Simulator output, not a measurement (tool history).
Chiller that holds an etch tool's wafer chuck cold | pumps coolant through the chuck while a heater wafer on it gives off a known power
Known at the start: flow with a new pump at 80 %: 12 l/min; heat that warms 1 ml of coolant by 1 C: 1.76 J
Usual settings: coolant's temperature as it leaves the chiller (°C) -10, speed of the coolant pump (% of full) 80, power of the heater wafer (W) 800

run,hour,coolant's temperature as it leaves the chiller (°C),speed of the coolant pump (% of full),power of the heater wafer (W),chuck's temperature once it has settled (°C),how much warmer the coolant comes back (C)
1,0.0,-10,80,800,-3.77,2.31
2,93.5,-10,80,800,-3.87,2.29
3,135.8,-10,80,800,-3.77,2.34
4,236.1,-10,80,800,-3.76,2.26
5,335.6,-10,80,800,-3.69,2.32
6,377.4,-10,80,800,-3.63,2.33
7,466.7,-5,80,800,1.24,2.23
8,509.6,-10,80,800,-3.66,2.29
9,596.4,-10,80,800,-3.66,2.27
10,683.6,-10,80,1165,-0.78,3.34
11,735.1,-10,80,496,-6.07,1.39
12,805.9,-15,96,960,-8.40,2.23
13,874.8,-9,96,960,-2.23,2.29
14,927.1,-17,68,407,-13.48,1.33
15,968.7,-3,77,451,0.61,1.37
16,1012.8,-16,74,918,-8.41,2.82
17,1083.2,-1,61,963,7.90,3.52

Forecast each of these 4 alternatives for the next run:
A,1154.9,-10,76,1137,?,?
B,1154.9,-3,89,1092,?,?
C,1154.9,-5,90,1007,?,?
D,1154.9,-10,89,1145,?,?

run,chuck's temperature once it has settled (°C),how much warmer the coolant comes back (C)
A,-0.89,3.39
B,4.95,2.73
C,2.21,2.58
D,-1.62,2.98
Without the tool's hidden state the same runs would have given:
run,chuck's temperature once it has settled (°C),how much warmer the coolant comes back (C)
A,-0.91,3.39
B,4.93,2.73
C,2.19,2.57
D,-1.64,2.98
